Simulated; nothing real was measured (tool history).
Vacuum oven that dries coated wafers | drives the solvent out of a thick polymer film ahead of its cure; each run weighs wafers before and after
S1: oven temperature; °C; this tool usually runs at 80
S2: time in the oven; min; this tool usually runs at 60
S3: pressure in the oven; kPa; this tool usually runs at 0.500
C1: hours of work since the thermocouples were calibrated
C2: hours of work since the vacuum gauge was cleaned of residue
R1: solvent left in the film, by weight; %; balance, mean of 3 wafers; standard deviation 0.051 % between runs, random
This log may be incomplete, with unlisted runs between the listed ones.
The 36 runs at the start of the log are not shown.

{"run": 37, "hour": 768.8, "S1": 89, "S2": 60, "S3": 0.471, "C1": 46, "C2": 336, "R1": 0.36}
{"run": 38, "hour": 784.5, "S1": 89, "S2": 60, "S3": 0.471, "C1": 53, "C2": 343, "R1": 0.41}
{"run": 39, "hour": 803.8, "S1": 86, "S2": 46, "S3": 0.496, "C1": 61, "C2": 351, "R1": 0.86}
{"run": 40, "hour": 827.9, "S1": 86, "S2": 36, "S3": 1.145, "C1": 72, "C2": 362, "R1": 1.78}
{"run": 41, "hour": 855.8, "S1": 86, "S2": 36, "S3": 0.353, "C1": 83, "C2": 373, "R1": 1.33}
{"run": 42, "hour": 885.1, "S1": 78, "S2": 60, "S3": 1.633, "C1": 96, "C2": 386, "R1": 2.63}
{"run": 43, "hour": 897.9, "S1": 78, "S2": 60, "S3": 1.633, "C1": 101, "C2": 391, "R1": 2.68}
{"run": 44, "hour": 923.9, "S1": 83, "S2": 58, "S3": 0.5, "C1": 112, "C2": 402, "R1": 0.9}
{"run": 45, "hour": 951.9, "S1": 87, "S2": 58, "S3": 0.597, "C1": 124, "C2": 414, "R1": 0.62}
{"run": 46, "hour": 979.9, "S1": 89, "S2": 60, "S3": 0.5, "C1": 136, "C2": 426, "R1": 0.46}
{"run": 47, "hour": 995.3, "S1": 86, "S2": 60, "S3": 0.5, "C1": 143, "C2": 433, "R1": 0.59}

Here are 3 independent what-if runs from the current tool condition. What would each one return?
{"run": "A", "hour": 1013.9, "S1": 77, "S2": 54, "S3": 1.752, "C1": 151, "C2": 441, "R1": "?"}
{"run": "B", "hour": 1013.9, "S1": 80, "S2": 41, "S3": 0.433, "C1": 151, "C2": 441, "R1": "?"}
{"run": "C", "hour": 1013.9, "S1": 67, "S2": 46, "S3": 0.45, "C1": 151, "C2": 441, "R1": "?"}

run=A R1=3.26
run=B R1=2.22
run=C R1=5.72
Take away the tool's hidden state, keep each run's random variation, and the runs would have read:
run=A R1=3.30
run=B R1=2.26
run=C R1=5.79
